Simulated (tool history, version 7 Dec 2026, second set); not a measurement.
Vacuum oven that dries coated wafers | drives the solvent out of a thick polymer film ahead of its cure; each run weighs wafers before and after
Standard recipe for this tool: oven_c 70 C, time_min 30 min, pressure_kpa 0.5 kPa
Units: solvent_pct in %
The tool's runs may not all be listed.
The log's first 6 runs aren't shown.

run,hour,oven_c,time_min,pressure_kpa,hours of work since the thermocouples were calibrated,hours of work since the vacuum gauge was cleaned of residue,solvent_pct
7,76.8,60,30,0.5,734,363,5.71
8,93.1,60,30,0.5,744,373,5.64
9,106.5,60,30,0.5,751,380,5.57
10,123.8,60,30,0.5,761,390,5.66
11,141.1,60,30,0.5,771,400,5.66
12,156.3,60,30,0.5,780,409,5.79
13,165.4,60,30,0.5,785,414,5.74
14,179.2,64,30,0.5,793,422,4.53
15,192.2,64,30,0.5,801,430,4.55
16,205.5,76,30,0.828,808,437,1.88
17,221.1,81,19,0.907,817,446,2.65
18,236.3,70,23,0.521,826,455,4.33
19,245.7,70,23,0.521,831,460,4.21
20,261.8,59,34,1.457,841,470,6.04
21,277.3,77,50,1.007,850,479,0.72
22,289.3,77,50,1.007,857,486,0.85
23,298.7,77,50,1.007,862,491,0.8
24,315.7,77,50,1.007,872,501,0.75
25,332.9,77,50,1.007,882,511,0.7
26,341.5,83,44,0.693,887,516,0.42
27,354.7,70,43,0.5,894,523,1.71
28,368.1,70,30,1.027,902,531,3.33
29,376.1,84,46,0.444,906,535,0.25

Run 30 is up next; what results do you expect?
30,390.2,64,17,0.32,915,544,?

{"run 30": {"solvent_pct": 7.64}}
Minus the tool's unlogged condition, the same run would have read solvent_pct 6.9 %.
